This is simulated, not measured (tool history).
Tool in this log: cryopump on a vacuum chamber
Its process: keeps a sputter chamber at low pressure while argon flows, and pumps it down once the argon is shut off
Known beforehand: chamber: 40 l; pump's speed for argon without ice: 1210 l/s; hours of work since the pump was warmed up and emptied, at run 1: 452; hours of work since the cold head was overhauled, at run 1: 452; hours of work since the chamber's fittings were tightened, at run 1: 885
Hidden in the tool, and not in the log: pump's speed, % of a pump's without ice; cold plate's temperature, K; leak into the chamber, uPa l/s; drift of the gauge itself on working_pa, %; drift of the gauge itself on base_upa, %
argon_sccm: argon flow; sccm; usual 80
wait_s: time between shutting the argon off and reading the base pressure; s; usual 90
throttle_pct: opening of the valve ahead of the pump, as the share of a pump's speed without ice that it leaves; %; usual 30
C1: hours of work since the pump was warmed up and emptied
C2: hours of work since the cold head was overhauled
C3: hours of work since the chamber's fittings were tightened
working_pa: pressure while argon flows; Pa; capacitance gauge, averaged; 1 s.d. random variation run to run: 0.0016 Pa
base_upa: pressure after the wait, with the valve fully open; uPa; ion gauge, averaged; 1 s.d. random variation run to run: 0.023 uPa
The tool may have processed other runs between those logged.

{"run": 1, "hour": 0.0, "argon_sccm": 80, "wait_s": 90, "throttle_pct": 30, "C1": 452, "C2": 452, "C3": 885, "working_pa": 0.398, "base_upa": 0.99}
{"run": 2, "hour": 19.8, "argon_sccm": 80, "wait_s": 90, "throttle_pct": 30, "C1": 462, "C2": 462, "C3": 895, "working_pa": 0.3973, "base_upa": 0.97}
{"run": 3, "hour": 49.2, "argon_sccm": 80, "wait_s": 90, "throttle_pct": 30, "C1": 476, "C2": 476, "C3": 910, "working_pa": 0.399, "base_upa": 1.0}
{"run": 4, "hour": 79.7, "argon_sccm": 80, "wait_s": 90, "throttle_pct": 30, "C1": 492, "C2": 492, "C3": 925, "working_pa": 0.3972, "base_upa": 0.99}
{"run": 5, "hour": 111.5, "argon_sccm": 48, "wait_s": 90, "throttle_pct": 30, "C1": 508, "C2": 508, "C3": 941, "working_pa": 0.2383, "base_upa": 1.05}
{"run": 6, "hour": 132.1, "argon_sccm": 48, "wait_s": 90, "throttle_pct": 30, "C1": 518, "C2": 518, "C3": 951, "working_pa": 0.2414, "base_upa": 1.0}
{"run": 7, "hour": 149.8, "argon_sccm": 48, "wait_s": 90, "throttle_pct": 30, "C1": 527, "C2": 527, "C3": 960, "working_pa": 0.241, "base_upa": 1.03}
{"run": 8, "hour": 166.9, "argon_sccm": 48, "wait_s": 90, "throttle_pct": 30, "C1": 536, "C2": 536, "C3": 969, "working_pa": 0.2417, "base_upa": 0.96}
{"run": 9, "hour": 198.2, "argon_sccm": 48, "wait_s": 90, "throttle_pct": 30, "C1": 551, "C2": 551, "C3": 985, "working_pa": 0.2437, "base_upa": 1.01}
{"run": 10, "hour": 213.9, "argon_sccm": 89, "wait_s": 90, "throttle_pct": 30, "C1": 559, "C2": 559, "C3": 992, "working_pa": 0.4463, "base_upa": 1.0}
{"run": 11, "hour": 229.5, "argon_sccm": 89, "wait_s": 90, "throttle_pct": 30, "C1": 567, "C2": 567, "C3": 1000, "working_pa": 0.4446, "base_upa": 1.06}
{"run": 12, "hour": 247.7, "argon_sccm": 89, "wait_s": 90, "throttle_pct": 30, "C1": 576, "C2": 576, "C3": 1009, "working_pa": 0.4513, "base_upa": 1.05}
{"run": 13, "hour": 273.5, "argon_sccm": 89, "wait_s": 90, "throttle_pct": 30, "C1": 589, "C2": 589, "C3": 1022, "working_pa": 0.4526, "base_upa": 1.02}
{"run": 14, "hour": 290.4, "argon_sccm": 45, "wait_s": 84, "throttle_pct": 30, "C1": 598, "C2": 598, "C3": 1031, "working_pa": 0.2286, "base_upa": 1.09}
{"run": 15, "hour": 318.5, "argon_sccm": 65, "wait_s": 278, "throttle_pct": 18, "C1": 612, "C2": 612, "C3": 1045, "working_pa": 0.5337, "base_upa": 0.82}
{"run": 16, "hour": 335.0, "argon_sccm": 65, "wait_s": 278, "throttle_pct": 47, "C1": 620, "C2": 620, "C3": 1053, "working_pa": 0.2222, "base_upa": 0.79}
{"run": 17, "hour": 349.6, "argon_sccm": 65, "wait_s": 33, "throttle_pct": 21, "C1": 627, "C2": 627, "C3": 1061, "working_pa": 0.4631, "base_upa": 1.8}
{"run": 18, "hour": 369.3, "argon_sccm": 159, "wait_s": 67, "throttle_pct": 36, "C1": 637, "C2": 637, "C3": 1071, "working_pa": 0.691, "base_upa": 1.2}
{"run": 19, "hour": 392.0, "argon_sccm": 34, "wait_s": 53, "throttle_pct": 55, "C1": 649, "C2": 649, "C3": 1082, "working_pa": 0.1025, "base_upa": 1.44}
{"run": 20, "hour": 411.9, "argon_sccm": 35, "wait_s": 53, "throttle_pct": 49, "C1": 659, "C2": 659, "C3": 1092, "working_pa": 0.1158, "base_upa": 1.37}
{"run": 21, "hour": 443.8, "argon_sccm": 35, "wait_s": 108, "throttle_pct": 25, "C1": 675, "C2": 675, "C3": 1108, "working_pa": 0.2122, "base_upa": 1.05}
{"run": 22, "hour": 470.3, "argon_sccm": 80, "wait_s": 90, "throttle_pct": 30, "C1": 688, "C2": 688, "C3": 1121, "working_pa": 0.4124, "base_upa": 1.13}
{"run": 23, "hour": 501.8, "argon_sccm": 142, "wait_s": 90, "throttle_pct": 30, "C1": 704, "C2": 704, "C3": 1137, "working_pa": 0.7397, "base_upa": 1.12}

Forecast each of these 4 alternatives for the next run:
{"run": "A", "hour": 522.4, "argon_sccm": 53, "wait_s": 107, "throttle_pct": 18, "C1": 714, "C2": 714, "C3": 1147, "working_pa": "?", "base_upa": "?"}
{"run": "B", "hour": 522.4, "argon_sccm": 80, "wait_s": 31, "throttle_pct": 16, "C1": 714, "C2": 714, "C3": 1147, "working_pa": "?", "base_upa": "?"}
{"run": "C", "hour": 522.4, "argon_sccm": 46, "wait_s": 32, "throttle_pct": 34, "C1": 714, "C2": 714, "C3": 1147, "working_pa": "?", "base_upa": "?"}
{"run": "D", "hour": 522.4, "argon_sccm": 70, "wait_s": 77, "throttle_pct": 27, "C1": 714, "C2": 714, "C3": 1147, "working_pa": "?", "base_upa": "?"}

run=A working_pa=0.4434 base_upa=1.05
run=B working_pa=0.7386 base_upa=1.93
run=C working_pa=0.2134 base_upa=1.92
run=D working_pa=0.3980 base_upa=1.22
With the hidden condition removed and each run's random variation left untouched, the same runs would have given:
run=A working_pa=0.4150 base_upa=0.62
run=B working_pa=0.6963 base_upa=1.50
run=C working_pa=0.1890 base_upa=1.48
run=D working_pa=0.3610 base_upa=0.79
